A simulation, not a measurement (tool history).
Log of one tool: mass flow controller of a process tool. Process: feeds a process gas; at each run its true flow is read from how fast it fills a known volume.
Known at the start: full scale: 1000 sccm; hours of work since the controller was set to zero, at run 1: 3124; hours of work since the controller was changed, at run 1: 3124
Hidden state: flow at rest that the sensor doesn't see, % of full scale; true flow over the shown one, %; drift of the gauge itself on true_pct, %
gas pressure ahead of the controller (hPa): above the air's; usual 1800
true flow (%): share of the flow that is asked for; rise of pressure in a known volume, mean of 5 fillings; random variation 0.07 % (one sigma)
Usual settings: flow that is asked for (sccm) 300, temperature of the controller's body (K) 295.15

run	hour	flow that is asked for (sccm)	gas pressure ahead of the controller (hPa)	temperature of the controller's body (K)	hours of work since the controller was set to zero	hours of work since the controller was changed	true flow (%)
1	0.0	300	1800	295.15	3124	3124	98.38
2	351.0	300	2700	295.15	3285	3285	97.98
3	580.7	300	2700	295.15	3390	3390	98.02
4	784.5	300	2700	295.15	3484	3484	98.02
5	1165.8	300	2700	295.15	3658	3658	97.99
6	1536.3	300	2700	299.15	3828	3828	98.50
7	1750.0	300	2700	299.15	3926	3926	98.60
8	2116.9	805	1800	295.15	4094	4094	98.96
9	2408.9	805	1800	295.15	4228	4228	98.99
10	2657.5	805	1800	295.15	4341	4341	98.95
11	2825.6	805	1800	302.15	4418	4418	99.76
12	2992.9	459	2030	312.15	4495	4495	100.29
13	3186.4	635	1690	297.15	4584	4584	99.09
14	3550.3	300	1800	307.15	4750	4750	100.09
15	3781.8	109	1470	307.15	4856	4856	103.15
16	3993.3	388	2070	295.15	4953	4953	98.52
17	4200.2	124	1540	295.15	5048	5048	101.26
18	4436.2	152	1800	295.15	5156	5156	100.30
19	4789.1	370	1800	295.15	5318	5318	98.66

Forecast each of these 3 alternatives for the next run:
A	5055.7	176	1800	297.15	5440	5440	?
B	5055.7	545	1800	301.15	5440	5440	?
C	5055.7	141	1610	297.15	5440	5440	?

run	true flow (%)
A	100.18
B	99.31
C	100.89
Without the tool's hidden state the same runs would have given:
run	true flow (%)
A	97.48
B	99.13
C	97.27

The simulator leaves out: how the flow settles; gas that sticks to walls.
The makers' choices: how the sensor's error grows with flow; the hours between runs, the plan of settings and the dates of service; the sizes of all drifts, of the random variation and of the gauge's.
